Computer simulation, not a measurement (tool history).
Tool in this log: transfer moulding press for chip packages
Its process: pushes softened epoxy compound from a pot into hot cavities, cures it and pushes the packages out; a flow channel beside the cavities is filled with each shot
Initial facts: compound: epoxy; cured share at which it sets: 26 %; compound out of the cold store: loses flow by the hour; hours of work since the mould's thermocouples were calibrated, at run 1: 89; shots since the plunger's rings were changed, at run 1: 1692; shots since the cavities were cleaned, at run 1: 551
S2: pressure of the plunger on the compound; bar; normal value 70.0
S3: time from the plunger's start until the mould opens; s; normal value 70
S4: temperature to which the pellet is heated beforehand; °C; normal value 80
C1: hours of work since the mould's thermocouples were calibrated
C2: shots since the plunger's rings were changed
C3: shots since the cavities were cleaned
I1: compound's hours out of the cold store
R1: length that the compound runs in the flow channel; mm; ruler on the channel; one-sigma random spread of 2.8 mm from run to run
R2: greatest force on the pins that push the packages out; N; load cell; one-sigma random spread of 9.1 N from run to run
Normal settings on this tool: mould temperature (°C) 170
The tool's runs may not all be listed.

run 1 hour=0.0 | mould_temperature_(°C)=170 S2=70.0 S3=70 S4=80 | C1=89 C2=1692 C3=551 | I1=12.1 | R1=593 R2=700
-- hour=19.0 cavities cleaned with cleaning compound and waxed
run 2 hour=54.1 | mould_temperature_(°C)=174 S2=70.0 S3=70 S4=80 | C1=123 C2=2578 C3=591 | I1=9.6 | R1=593 R2=573
-- hour=65.8 cavities cleaned with cleaning compound and waxed
run 3 hour=87.7 | mould_temperature_(°C)=174 S2=70.0 S3=70 S4=80 | C1=145 C2=3118 C3=368 | I1=21.5 | R1=543 R2=511
-- hour=115.4 cavities cleaned with cleaning compound and waxed
run 4 hour=127.0 | mould_temperature_(°C)=174 S2=70.0 S3=70 S4=80 | C1=170 C2=3754 C3=194 | I1=11.7 | R1=578 R2=443
-- hour=165.0 cavities cleaned with cleaning compound and waxed
run 5 hour=169.0 | mould_temperature_(°C)=170 S2=61.1 S3=70 S4=80 | C1=196 C2=4436 C3=68 | I1=39.6 | R1=448 R2=430
run 6 hour=206.9 | mould_temperature_(°C)=170 S2=61.1 S3=70 S4=80 | C1=221 C2=5073 C3=705 | I1=45.6 | R1=428 R2=623
-- hour=212.5 cavities cleaned with cleaning compound and waxed
run 7 hour=247.6 | mould_temperature_(°C)=170 S2=61.1 S3=70 S4=80 | C1=247 C2=5734 C3=591 | I1=42.3 | R1=432 R2=626
-- hour=260.9 cavities cleaned with cleaning compound and waxed
-- hour=280.2 plunger's sealing rings changed
run 8 hour=298.1 | mould_temperature_(°C)=170 S2=61.1 S3=70 S4=80 | C1=278 C2=302 C3=584 | I1=19.0 | R1=533 R2=631
-- hour=310.9 cavities cleaned with cleaning compound and waxed
run 9 hour=341.8 | mould_temperature_(°C)=170 S2=61.1 S3=70 S4=80 | C1=306 C2=1012 C3=520 | I1=45.1 | R1=449 R2=602
-- hour=359.0 cavities cleaned with cleaning compound and waxed
run 10 hour=385.4 | mould_temperature_(°C)=170 S2=61.1 S3=70 S4=80 | C1=334 C2=1721 C3=446 | I1=40.2 | R1=458 R2=579
-- hour=408.4 cavities cleaned with cleaning compound and waxed
run 11 hour=421.2 | mould_temperature_(°C)=170 S2=61.1 S3=70 S4=80 | C1=356 C2=2298 C3=216 | I1=34.9 | R1=471 R2=479
-- hour=458.0 cavities cleaned with cleaning compound and waxed
run 12 hour=464.0 | mould_temperature_(°C)=170 S2=61.1 S3=70 S4=80 | C1=383 C2=2992 C3=100 | I1=31.3 | R1=483 R2=449
-- hour=505.2 cavities cleaned with cleaning compound and waxed
run 13 hour=528.7 | mould_temperature_(°C)=170 S2=61.1 S3=70 S4=80 | C1=425 C2=4056 C3=395 | I1=32.7 | R1=474 R2=550
-- hour=554.8 cavities cleaned with cleaning compound and waxed
run 14 hour=567.3 | mould_temperature_(°C)=170 S2=61.1 S3=70 S4=80 | C1=450 C2=4681 C3=210 | I1=40.8 | R1=447 R2=491
run 15 hour=595.1 | mould_temperature_(°C)=170 S2=66.7 S3=70 S4=80 | C1=468 C2=5150 C3=679 | I1=19.9 | R1=535 R2=668
-- hour=601.8 cavities cleaned with cleaning compound and waxed
run 16 hour=640.7 | mould_temperature_(°C)=170 S2=66.7 S3=70 S4=80 | C1=497 C2=5891 C3=654 | I1=29.4 | R1=497 R2=640
-- hour=651.9 cavities cleaned with cleaning compound and waxed
-- hour=663.8 plunger's sealing rings changed
-- hour=701.6 cavities cleaned with cleaning compound and waxed
run 17 hour=701.6 | mould_temperature_(°C)=170 S2=66.7 S3=70 S4=80 | C1=534 C2=611 C3=0 | I1=30.4 | R1=515 R2=406
run 18 hour=734.2 | mould_temperature_(°C)=170 S2=59.9 S3=104 S4=80 | C1=555 C2=1160 C3=549 | I1=9.0 | R1=565 R2=494
-- hour=750.4 cavities cleaned with cleaning compound and waxed
run 19 hour=783.7 | mould_temperature_(°C)=170 S2=70.0 S3=59 S4=85 | C1=587 C2=1968 C3=561 | I1=25.0 | R1=543 R2=878
-- hour=798.9 cavities cleaned with cleaning compound and waxed
run 20 hour=837.6 | mould_temperature_(°C)=177 S2=70.0 S3=102 S4=82 | C1=621 C2=2850 C3=652 | I1=21.9 | R1=543 R2=506
-- hour=847.5 cavities cleaned with cleaning compound and waxed
-- hour=897.3 cavities cleaned with cleaning compound and waxed
run 21 hour=899.7 | mould_temperature_(°C)=177 S2=70.0 S3=102 S4=82 | C1=660 C2=3844 C3=39 | I1=37.9 | R1=481 R2=304
-- hour=944.1 cavities cleaned with cleaning compound and waxed
run 22 hour=944.1 | mould_temperature_(°C)=177 S2=70.0 S3=102 S4=82 | C1=689 C2=4567 C3=0 | I1=15.0 | R1=555 R2=308
-- hour=993.9 cavities cleaned with cleaning compound and waxed
-- hour=1002.8 mould's thermocouples calibrated
run 23 hour=1002.8 | mould_temperature_(°C)=177 S2=70.0 S3=102 S4=82 | C1=0 C2=5497 C3=117 | I1=41.8 | R1=463 R2=352
-- hour=1042.8 cavities cleaned with cleaning compound and waxed
-- hour=1049.8 plunger's sealing rings changed
run 24 hour=1065.6 | mould_temperature_(°C)=177 S2=70.0 S3=102 S4=82 | C1=39 C2=265 C3=341 | I1=46.0 | R1=471 R2=438
-- hour=1097.0 cavities cleaned with cleaning compound and waxed
run 25 hour=1119.6 | mould_temperature_(°C)=177 S2=70.1 S3=102 S4=74 | C1=73 C2=1149 C3=381 | I1=36.6 | R1=499 R2=432
-- hour=1144.1 cavities cleaned with cleaning compound and waxed
run 26 hour=1181.2 | mould_temperature_(°C)=170 S2=70.0 S3=70 S4=80 | C1=113 C2=2160 C3=624 | I1=32.7 | R1=512 R2=643

Below are 4 alternative next runs, each starting from the tool's condition after run 26. Predict each:
-- hour=1194.3 cavities cleaned with cleaning compound and waxed
run A hour=1232.7 | mould_temperature_(°C)=170 S2=70.0 S3=70 S4=82 | C1=146 C2=3002 C3=647 | I1=28.4 | R1=? R2=?
-- hour=1194.3 cavities cleaned with cleaning compound and waxed
run B hour=1232.7 | mould_temperature_(°C)=163 S2=70.0 S3=70 S4=80 | C1=146 C2=3002 C3=647 | I1=22.0 | R1=? R2=?
-- hour=1194.3 cavities cleaned with cleaning compound and waxed
run C hour=1232.7 | mould_temperature_(°C)=165 S2=70.4 S3=70 S4=79 | C1=146 C2=3002 C3=647 | I1=41.8 | R1=? R2=?
-- hour=1194.3 cavities cleaned with cleaning compound and waxed
run D hour=1232.7 | mould_temperature_(°C)=170 S2=85.6 S3=58 S4=80 | C1=146 C2=3002 C3=647 | I1=31.7 | R1=? R2=?

run=A R1=526 R2=678
run=B R1=559 R2=1046
run=C R1=492 R2=845
run=D R1=569 R2=969
What these runs would have given with no unlogged condition in the tool:
run=A R1=540 R2=422
run=B R1=574 R2=656
run=C R1=505 R2=531
run=D R1=583 R2=604
